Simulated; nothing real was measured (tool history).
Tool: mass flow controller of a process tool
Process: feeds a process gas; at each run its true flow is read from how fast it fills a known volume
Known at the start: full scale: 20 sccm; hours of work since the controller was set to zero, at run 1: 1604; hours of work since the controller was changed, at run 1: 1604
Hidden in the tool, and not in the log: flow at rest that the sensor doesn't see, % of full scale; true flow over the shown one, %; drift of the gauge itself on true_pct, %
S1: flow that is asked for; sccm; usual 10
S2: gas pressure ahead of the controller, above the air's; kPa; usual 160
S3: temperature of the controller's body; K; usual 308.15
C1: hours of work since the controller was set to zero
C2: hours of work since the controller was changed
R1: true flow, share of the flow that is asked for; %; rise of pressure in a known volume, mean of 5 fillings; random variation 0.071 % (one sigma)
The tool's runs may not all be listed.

{"run": 1, "hour": 0.0, "S1": 10, "S2": 160, "S3": 308.15, "C1": 1604, "C2": 1604, "R1": 99.58}
{"run": 2, "hour": 67.5, "S1": 10, "S2": 160, "S3": 308.15, "C1": 1656, "C2": 1656, "R1": 99.69}
{"run": 3, "hour": 121.2, "S1": 10, "S2": 160, "S3": 308.15, "C1": 1698, "C2": 1698, "R1": 99.68}
{"run": 4, "hour": 208.6, "S1": 10, "S2": 160, "S3": 308.15, "C1": 1766, "C2": 1766, "R1": 99.72}
{"run": 5, "hour": 289.6, "S1": 10, "S2": 268, "S3": 308.15, "C1": 1829, "C2": 1829, "R1": 100.19}
{"run": 6, "hour": 333.2, "S1": 10, "S2": 268, "S3": 299.15, "C1": 1863, "C2": 1863, "R1": 99.38}
{"run": 7, "hour": 401.5, "S1": 10, "S2": 150, "S3": 308.15, "C1": 1916, "C2": 1916, "R1": 99.69}
{"run": 8, "hour": 462.6, "S1": 10, "S2": 160, "S3": 308.15, "C1": 1964, "C2": 1964, "R1": 99.77}
{"run": 9, "hour": 541.4, "S1": 10, "S2": 160, "S3": 308.15, "C1": 2025, "C2": 2025, "R1": 99.71}
{"run": 10, "hour": 619.6, "S1": 2, "S2": 160, "S3": 308.15, "C1": 2086, "C2": 2086, "R1": 98.78}
{"run": 11, "hour": 670.8, "S1": 10, "S2": 160, "S3": 305.15, "C1": 2126, "C2": 2126, "R1": 99.59}
{"run": 12, "hour": 721.7, "S1": 10, "S2": 160, "S3": 308.15, "C1": 2165, "C2": 2165, "R1": 99.67}
{"run": 13, "hour": 800.3, "S1": 14, "S2": 160, "S3": 308.15, "C1": 2226, "C2": 2226, "R1": 100.15}
{"run": 14, "hour": 889.3, "S1": 14, "S2": 160, "S3": 308.15, "C1": 2296, "C2": 2296, "R1": 100.05}
{"run": 15, "hour": 971.1, "S1": 14, "S2": 160, "S3": 308.15, "C1": 2359, "C2": 2359, "R1": 100.29}
{"run": 16, "hour": 1052.9, "S1": 10, "S2": 160, "S3": 308.15, "C1": 2423, "C2": 2423, "R1": 99.68}
{"run": 17, "hour": 1092.9, "S1": 10, "S2": 160, "S3": 308.15, "C1": 2454, "C2": 2454, "R1": 99.71}
{"run": 18, "hour": 1154.4, "S1": 10, "S2": 160, "S3": 308.15, "C1": 2502, "C2": 2502, "R1": 99.72}
{"run": 19, "hour": 1236.1, "S1": 10, "S2": 160, "S3": 308.15, "C1": 2566, "C2": 2566, "R1": 99.8}
{"run": 20, "hour": 1287.2, "S1": 10, "S2": 160, "S3": 308.15, "C1": 2605, "C2": 2605, "R1": 99.7}
{"run": 21, "hour": 1325.1, "S1": 3, "S2": 143, "S3": 309.15, "C1": 2635, "C2": 2635, "R1": 98.92}
{"run": 22, "hour": 1373.5, "S1": 3, "S2": 143, "S3": 309.15, "C1": 2672, "C2": 2672, "R1": 98.95}
{"run": 23, "hour": 1439.7, "S1": 11, "S2": 236, "S3": 308.15, "C1": 2724, "C2": 2724, "R1": 100.25}
{"run": 24, "hour": 1492.4, "S1": 4, "S2": 160, "S3": 308.15, "C1": 2765, "C2": 2765, "R1": 99.02}
{"run": 25, "hour": 1565.3, "S1": 4, "S2": 160, "S3": 308.15, "C1": 2822, "C2": 2822, "R1": 99.08}
{"run": 26, "hour": 1638.2, "S1": 4, "S2": 226, "S3": 304.15, "C1": 2878, "C2": 2878, "R1": 98.88}
{"run": 27, "hour": 1699.7, "S1": 4, "S2": 226, "S3": 304.15, "C1": 2926, "C2": 2926, "R1": 98.93}
{"run": 28, "hour": 1789.0, "S1": 2, "S2": 160, "S3": 307.15, "C1": 2996, "C2": 2996, "R1": 98.64}
{"run": 29, "hour": 1834.2, "S1": 3, "S2": 169, "S3": 298.15, "C1": 3031, "C2": 3031, "R1": 98.09}
{"run": 30, "hour": 1907.7, "S1": 10, "S2": 160, "S3": 308.15, "C1": 3088, "C2": 3088, "R1": 99.64}
{"run": 31, "hour": 1980.1, "S1": 10, "S2": 160, "S3": 308.15, "C1": 3145, "C2": 3145, "R1": 99.74}

Forecast run 32:
{"run": 32, "hour": 2069.4, "S1": 10, "S2": 160, "S3": 308.15, "C1": 3214, "C2": 3214, "R1": "?"}

{"run 32": {"R1": 99.72}}
Without the tool's hidden state the same run would have given R1 99.72 %.
